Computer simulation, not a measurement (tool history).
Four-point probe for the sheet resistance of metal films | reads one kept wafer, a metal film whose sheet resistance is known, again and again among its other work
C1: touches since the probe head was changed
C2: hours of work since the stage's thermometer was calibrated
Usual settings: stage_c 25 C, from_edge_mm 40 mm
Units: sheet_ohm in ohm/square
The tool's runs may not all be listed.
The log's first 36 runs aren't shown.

Run 37, hour 920.0: usual settings but stage_c 20 C, from_edge_mm 17 mm; C1 40655; C2 1428. Result: sheet_ohm 7.156504 ohm/square.
Run 38, hour 946.5: usual settings but stage_c 24 C, from_edge_mm 3 mm; C1 41654; C2 1443. Result: sheet_ohm 7.271657 ohm/square.
Run 39, hour 978.9: usual settings but stage_c 24 C, from_edge_mm 3 mm; C1 42878; C2 1462. Result: sheet_ohm 7.270393 ohm/square.
Run 40, hour 995.6: usual settings but stage_c 24 C, from_edge_mm 17 mm; C1 43509; C2 1472. Result: sheet_ohm 7.171554 ohm/square.
Run 41, hour 1016.8: usual settings but stage_c 24 C, from_edge_mm 17 mm; C1 44308; C2 1485. Result: sheet_ohm 7.168836 ohm/square.
Run 42, hour 1050.9: usual settings but stage_c 31 C; C1 45593; C2 1505. Result: sheet_ohm 7.187298 ohm/square.
Run 43, hour 1071.9: usual settings but stage_c 31 C; C1 46386; C2 1517. Result: sheet_ohm 7.186713 ohm/square.
Run 44, hour 1099.7: usual settings but stage_c 23 C, from_edge_mm 3 mm; C1 47435; C2 1533. Result: sheet_ohm 7.269219 ohm/square.
Run 45, hour 1131.5: usual settings but stage_c 33 C, from_edge_mm 10 mm; C1 48636; C2 1552. Result: sheet_ohm 7.198696 ohm/square.

Forecast each of these 3 alternatives for the next run:
Run A, hour 1154.3: usual settings but stage_c 23 C, from_edge_mm 17 mm; C1 49497; C2 1566. Result: sheet_ohm ?.
Run B, hour 1154.3: usual settings but stage_c 26 C, from_edge_mm 67 mm; C1 49497; C2 1566. Result: sheet_ohm ?.
Run C, hour 1154.3: usual settings but stage_c 19 C, from_edge_mm 68 mm; C1 49497; C2 1566. Result: sheet_ohm ?.

run  sheet_ohm
  A   7.165449
  B   7.172210
  C   7.154615
Without the tool's hidden state the same runs would have given:
run  sheet_ohm
  A   7.165334
  B   7.172097
  C   7.154497

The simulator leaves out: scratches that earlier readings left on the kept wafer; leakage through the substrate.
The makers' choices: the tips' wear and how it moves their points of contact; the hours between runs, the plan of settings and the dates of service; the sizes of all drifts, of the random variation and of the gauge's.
